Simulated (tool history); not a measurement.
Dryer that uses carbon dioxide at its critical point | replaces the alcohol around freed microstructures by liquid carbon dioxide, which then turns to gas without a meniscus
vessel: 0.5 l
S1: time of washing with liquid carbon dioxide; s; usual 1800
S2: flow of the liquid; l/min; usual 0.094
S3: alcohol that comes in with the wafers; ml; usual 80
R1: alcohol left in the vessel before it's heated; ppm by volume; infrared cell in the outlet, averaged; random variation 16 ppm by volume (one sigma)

run 1 day=0 | S1=1800 S2=0.094 S3=80 | R1=1360
run 2 day=1.521 | S1=1800 S2=0.094 S3=80 | R1=1379
run 3 day=2.779 | S1=1800 S2=0.094 S3=80 | R1=1415
run 4 day=4.729 | S1=1800 S2=0.0703 S3=80 | R1=4634
run 5 day=5.783 | S1=1800 S2=0.0703 S3=80 | R1=4688
run 6 day=8.075 | S1=1800 S2=0.094 S3=80 | R1=1616
run 7 day=9.588 | S1=1800 S2=0.0998 S3=80 | R1=1272
run 8 day=11.483 | S1=1800 S2=0.0682 S3=80 | R1=5511
run 9 day=13.746 | S1=1800 S2=0.0682 S3=80 | R1=5866
run 10 day=15.579 | S1=1800 S2=0.094 S3=80 | R1=1877
run 11 day=16.55 | S1=1800 S2=0.0587 S3=80 | R1=9572
run 12 day=18.442 | S1=1800 S2=0.121 S3=80 | R1=610
run 13 day=20.392 | S1=1800 S2=0.121 S3=80 | R1=632
run 14 day=21.654 | S1=1800 S2=0.094 S3=98 | R1=2610
run 15 day=23.171 | S1=1800 S2=0.094 S3=45 | R1=1225
run 16 day=25.15 | S1=1800 S2=0.094 S3=24 | R1=685
-- day=27.083 inlet filter changed
run 17 day=27.462 | S1=1800 S2=0.094 S3=24 | R1=350
run 18 day=28.612 | S1=1800 S2=0.094 S3=24 | R1=361
run 19 day=30.45 | S1=1800 S2=0.0654 S3=24 | R1=1541
run 20 day=31.742 | S1=1800 S2=0.0654 S3=24 | R1=1516
run 21 day=33.021 | S1=1800 S2=0.094 S3=80 | R1=1240
run 22 day=34.55 | S1=1800 S2=0.094 S3=80 | R1=1277
run 23 day=35.846 | S1=1800 S2=0.094 S3=80 | R1=1299
run 24 day=37.15 | S1=1800 S2=0.094 S3=80 | R1=1386
run 25 day=38.679 | S1=1800 S2=0.094 S3=80 | R1=1431
run 26 day=39.679 | S1=1500 S2=0.0812 S3=34 | R1=2214
run 27 day=40.688 | S1=1500 S2=0.0812 S3=34 | R1=2288
run 28 day=41.733 | S1=2520 S2=0.0909 S3=34 | R1=152
run 29 day=43.612 | S1=1680 S2=0.094 S3=80 | R1=2139
run 30 day=45.908 | S1=1800 S2=0.094 S3=114 | R1=2276
run 31 day=47.854 | S1=1800 S2=0.094 S3=114 | R1=2416
run 32 day=49.717 | S1=1800 S2=0.0897 S3=80 | R1=2140
run 33 day=51.112 | S1=1800 S2=0.0897 S3=51 | R1=1413
run 34 day=52.396 | S1=1800 S2=0.0897 S3=51 | R1=1490
run 35 day=54.133 | S1=2640 S2=0.1147 S3=68 | R1=102
run 36 day=55.438 | S1=2820 S2=0.1372 S3=51 | R1=44
run 37 day=56.8 | S1=2820 S2=0.1372 S3=51 | R1=43
run 38 day=58.921 | S1=2820 S2=0.1372 S3=51 | R1=50
run 39 day=61.208 | S1=1560 S2=0.0653 S3=35 | R1=5177
run 40 day=62.35 | S1=2700 S2=0.081 S3=37 | R1=336
run 41 day=63.608 | S1=2520 S2=0.0937 S3=37 | R1=247
-- day=63.9 inlet filter changed
run 42 day=65.658 | S1=2640 S2=0.134 S3=21 | R1=50
run 43 day=67.7 | S1=1380 S2=0.0693 S3=34 | R1=4142
run 44 day=69.85 | S1=1380 S2=0.0693 S3=34 | R1=4155
run 45 day=71.862 | S1=1920 S2=0.0693 S3=24 | R1=1061
run 46 day=72.8 | S1=1140 S2=0.0693 S3=35 | R1=7239
run 47 day=74.021 | S1=2100 S2=0.1213 S3=35 | R1=115

Forecast each of these 3 alternatives for the next run:
run A day=75.179 | S1=1260 S2=0.094 S3=76 | R1=?
run B day=75.179 | S1=1080 S2=0.0882 S3=35 | R1=?
run C day=75.179 | S1=1200 S2=0.0898 S3=39 | R1=?

run=A R1=5364
run=B R1=4774
run=C R1=3719
Without the tool's hidden state the same runs would have given:
run=A R1=4453
run=B R1=4097
run=C R1=3124
